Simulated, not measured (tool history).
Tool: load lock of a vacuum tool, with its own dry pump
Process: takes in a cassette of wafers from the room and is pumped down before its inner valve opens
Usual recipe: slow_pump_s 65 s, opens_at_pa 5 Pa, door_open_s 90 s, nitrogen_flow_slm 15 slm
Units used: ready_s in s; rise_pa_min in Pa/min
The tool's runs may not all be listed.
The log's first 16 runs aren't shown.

run,hour,slow_pump_s,opens_at_pa,door_open_s,nitrogen_flow_slm,"incoming humidity of the room's air, %",ready_s,rise_pa_min
17,3567.5,65,5,90,30,46.8,141.9,0.045
18,3816,65,5,90,30,47.4,143.6,0.049
19,4054.8,65,5,90,30,44.7,144.9,0.049
20,4397,65,5,90,30,43.7,144.3,0.051
21,4613.2,46,7,64,17,49.1,126.3,0.06
22,4833.5,33,5,90,6,42.9,119.2,0.079
23,5075.3,122,5,90,23,39.6,189.6,0.058
24,5266.5,122,5,90,23,47.3,189.6,0.067

Run 25, settings as shown, results not yet in. Your forecast:
25,5467.5,122,5,143,23,46.1,?,?

Logged for run 25: ready_s 192.3 s, rise_pa_min 0.084 Pa/min.
Take away the tool's hidden state, keep the run-to-run variation as it was, and the same run would have given ready_s 186.4 s, rise_pa_min 0.053 Pa/min.
